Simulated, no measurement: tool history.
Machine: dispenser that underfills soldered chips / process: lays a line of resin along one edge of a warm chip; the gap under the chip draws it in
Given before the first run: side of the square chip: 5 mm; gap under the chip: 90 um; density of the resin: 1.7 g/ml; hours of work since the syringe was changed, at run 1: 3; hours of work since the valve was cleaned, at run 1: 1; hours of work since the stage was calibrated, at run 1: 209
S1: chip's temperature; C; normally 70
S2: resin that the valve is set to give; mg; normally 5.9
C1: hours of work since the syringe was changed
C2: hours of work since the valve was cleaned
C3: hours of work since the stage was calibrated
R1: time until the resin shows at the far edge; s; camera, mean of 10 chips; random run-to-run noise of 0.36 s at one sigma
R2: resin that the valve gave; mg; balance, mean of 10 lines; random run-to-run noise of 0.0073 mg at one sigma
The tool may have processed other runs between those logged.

run	day	S1	S2	C1	C2	C3	R1	R2
1	0	70	5.9	3	1	209	21.2	5.918
# day 0.125: new syringe of resin
2	0.329	70	5.9	4	7	215	22.6	5.902
# day 0.425: new syringe of resin
3	0.612	70	5.9	3	12	220	21.7	5.872
# day 0.733: new syringe of resin
4	0.929	70	5.9	4	17	226	21.8	5.869
# day 1.058: new syringe of resin
5	1.258	70	5.9	4	23	232	22.1	5.856
# day 1.375: new syringe of resin
6	1.475	70	5.9	2	27	236	20.9	5.847
# day 1.688: new syringe of resin
7	1.8	70	5.9	2	33	242	20.1	5.831
# day 1.988: new syringe of resin
8	2.071	70	5.9	2	38	246	20.3	5.811
9	2.246	70	5.9	5	41	250	23.1	5.809
# day 2.312: new syringe of resin
# day 2.379: dispensing valve cleaned and set on the balance
10	2.608	70	5.9	5	4	256	22.8	5.885
# day 2.654: new syringe of resin
# day 2.954: new syringe of resin
11	2.967	77	5.9	0	11	262	13.5	5.894
12	3.225	77	5.9	5	15	267	16.4	5.859
# day 3.262: new syringe of resin
13	3.412	63	5.9	3	19	270	28.6	5.851
# day 3.571: new syringe of resin
14	3.612	63	5.9	1	22	273	27.1	5.85
# day 3.879: new syringe of resin
15	3.983	63	5.9	2	29	280	28.3	5.831
# day 4.175: new syringe of resin
16	4.3	70	7.32	2	35	286	20.3	7.22
# day 4.475: new syringe of resin
17	4.675	81	5.9	4	41	293	13.6	5.797
# day 4.788: dispensing valve cleaned and set on the balance
# day 4.821: new syringe of resin
18	5.071	81	5.9	5	5	299	14.1	5.878
# day 5.129: new syringe of resin
19	5.342	59	7.05	4	10	304	35	7.011
# day 5.429: new syringe of resin
20	5.629	67	5.25	4	15	309	25.3	5.212
# day 5.75: new syringe of resin
21	5.954	67	5.25	4	21	315	25.7	5.19
# day 6.062: new syringe of resin
22	6.192	56	6.76	2	25	319	38.7	6.675
# day 6.375: new syringe of resin
23	6.4	83	5.9	0	29	323	11.1	5.82
24	6.592	55	5.73	4	32	326	44.2	5.637
# day 6.679: new syringe of resin
25	6.796	64	6.5	2	36	330	26.4	6.383
# day 7: new syringe of resin
26	7.108	81	5.75	2	42	336	12.4	5.644
# day 7.208: dispensing valve cleaned and set on the balance
# day 7.342: new syringe of resin
27	7.508	80	6.69	3	5	342	13.5	6.657
# day 7.642: new syringe of resin
# day 7.704: stage's temperature calibrated
28	7.8	77	5.44	2	10	2	16.6	5.407
# day 8: new syringe of resin
29	8.079	77	5.44	1	15	7	16.3	5.407

4 options for the next run, each taken on its own from the tool as it stands now. Forecast them:
# day 8.304: new syringe of resin
A	8.408	78	5.5	2	21	13	?	?
# day 8.304: new syringe of resin
B	8.408	55	6.17	2	21	13	?	?
# day 8.304: new syringe of resin
C	8.408	70	6.77	2	21	13	?	?
# day 8.304: new syringe of resin
D	8.408	65	5.5	2	21	13	?	?

run	R1	R2
A	15.2	5.45
B	44.3	6.103
C	21.3	6.71
D	28.9	5.462
What these runs would have given with no unlogged condition in the tool:
run	R1	R2
A	14	5.502
B	41	6.161
C	19.7	6.774
D	26.7	5.514

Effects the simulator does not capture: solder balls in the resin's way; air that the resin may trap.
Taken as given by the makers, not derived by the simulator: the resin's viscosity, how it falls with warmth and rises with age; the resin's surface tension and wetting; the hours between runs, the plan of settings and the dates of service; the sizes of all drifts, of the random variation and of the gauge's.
